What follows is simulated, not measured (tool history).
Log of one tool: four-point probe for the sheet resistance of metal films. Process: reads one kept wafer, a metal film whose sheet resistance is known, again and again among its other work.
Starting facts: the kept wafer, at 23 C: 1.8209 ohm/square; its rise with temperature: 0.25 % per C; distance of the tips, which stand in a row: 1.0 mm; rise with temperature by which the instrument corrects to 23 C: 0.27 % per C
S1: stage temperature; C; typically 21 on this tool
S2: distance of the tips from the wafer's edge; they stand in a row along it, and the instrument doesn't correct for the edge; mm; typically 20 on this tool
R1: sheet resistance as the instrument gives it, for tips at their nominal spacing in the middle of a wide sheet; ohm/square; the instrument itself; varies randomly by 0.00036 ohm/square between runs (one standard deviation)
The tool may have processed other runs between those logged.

run    hour  S1  S2        R1
  1     0.0  21  20  1.815051
  2    27.6  18  20  1.816807
  3    66.2  18  20  1.815753
  4   117.2  18   4  1.871623
  5   182.9  18   4  1.870633
  6   210.5  21  20  1.813219
  7   244.3  21  20  1.812867
  8   296.5  21  20  1.813412
  9   326.4  21  20  1.813053
 10   371.3  21  20  1.812021
 11   411.6  21  20  1.811158
 12   457.1  21  20  1.811913
 13   509.2  21  20  1.811604
 14   560.8  30  43  1.806622
 15   612.9  19  43  1.809019
 16   668.3  26  13  1.811829
 17   728.4  26  13  1.812044
 18   761.7  21  26  1.808773
 19   803.7  21  26  1.808119
 20   844.0  29   8  1.818995
 21   899.1  31  19  1.805021
 22   940.1  31  19  1.804927
 23   970.7  31  19  1.804773
 24  1016.2  34   5  1.839466
     1054.6  -- stage's thermometer calibrated
 25  1060.1  22   6  1.826724
 26  1094.0  18   4  1.860106

Forecast each of these 4 alternatives for the next run:
  A  1142.1  23  35   ?
  B  1142.1  19  11   ?
  C  1142.1  33   8   ?
  D  1142.1  28  25   ?

run        R1
  A  1.800896
  B  1.808947
  C  1.811370
  D  1.800081
Without the tool's hidden state the same runs would have given:
run        R1
  A  1.821970
  B  1.830111
  C  1.832550
  D  1.821143
